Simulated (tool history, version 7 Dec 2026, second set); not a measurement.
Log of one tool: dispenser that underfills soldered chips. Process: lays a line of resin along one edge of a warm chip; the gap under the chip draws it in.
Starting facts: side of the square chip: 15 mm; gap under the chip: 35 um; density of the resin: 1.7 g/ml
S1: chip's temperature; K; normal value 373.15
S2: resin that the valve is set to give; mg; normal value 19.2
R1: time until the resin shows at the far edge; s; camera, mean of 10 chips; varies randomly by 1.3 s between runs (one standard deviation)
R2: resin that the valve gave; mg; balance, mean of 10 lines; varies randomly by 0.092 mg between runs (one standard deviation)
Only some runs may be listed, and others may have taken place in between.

| run | hour | S1 | S2 | R1 | R2 |
|---|---|---|---|---|---|
| 1 | 0 | 373.15 | 19.2 | 122.5 | 18.27 |
| 2 | 5.2 | 373.15 | 19.2 | 136.5 | 18.5 |
| 3 | 9.4 | 373.15 | 17.8 | 152.2 | 16.93 |
| 4 | 15.1 | 384.15 | 19.2 | 103.5 | 19.04 |
| 5 | 18.8 | 373.15 | 19.2 | 122.7 | 19.14 |
| 6 | 22.5 | 373.15 | 19.2 | 132.7 | 19.08 |
| 7 | 28.6 | 373.15 | 19.2 | 150.7 | 18.94 |
| 8 | 34.8 | 373.15 | 19.2 | 175.3 | 18.87 |
| 9 | 41.1 | 380.15 | 25 | 99.3 | 24.57 |
| 10 | 46.7 | 363.15 | 22.8 | 227.9 | 22.54 |
| 11 | 52.1 | 375.15 | 18.8 | 161.8 | 18.42 |
| 12 | 55.2 | 367.15 | 21.9 | 156.9 | 21.37 |
| 13 | 59.2 | 367.15 | 21.9 | 165.5 | 21.38 |
| 14 | 65.2 | 367.15 | 21.9 | 194.5 | 21.31 |

Not shown here: 4 entries made in the log between runs. Locate each between two listed runs and compare the hidden state at the listed run before it with the hidden state at the listed run after it:
Run 3 -> run 4: dispensing valve cleaned and set on the balance (hour 12.4)
  resin's viscosity, % of fresh resin's: 120.8 -> 133.6; dose that the valve gives, % of what is set: 95.46 -> 99.67; true chip temperature over the reading, C: 0.16 -> 0.17
  measured value less the no-hidden-state value, R1: +27.1 -> +25.7 s; R2: -0.8 -> -0.06 mg
Run 4 -> run 5: new syringe of resin (hour 18.6)
  resin's viscosity, % of fresh resin's: 133.6 -> 101.5; dose that the valve gives, % of what is set: 99.67 -> 99.51
  measured value less the no-hidden-state value, R1: +25.7 -> +1.1 s; R2: -0.06 -> -0.09 mg
Run 8 -> run 9: new syringe of resin (hour 36.3)
  resin's viscosity, % of fresh resin's: 142.8 -> 111.7; dose that the valve gives, % of what is set: 98.75 -> 98.45; true chip temperature over the reading, C: 0.19 -> 0.2
  measured value less the no-hidden-state value, R1: +52 -> +9.8 s; R2: -0.24 -> -0.38 mg
Run 11 -> run 12: new syringe of resin (hour 53.9)
  resin's viscosity, % of fresh resin's: 141.4 -> 102.5; dose that the valve gives, % of what is set: 97.9 -> 97.75; true chip temperature over the reading, C: 0.21 -> 0.22
  measured value less the no-hidden-state value, R1: +46.9 -> +2.8 s; R2: -0.4 -> -0.5 mg
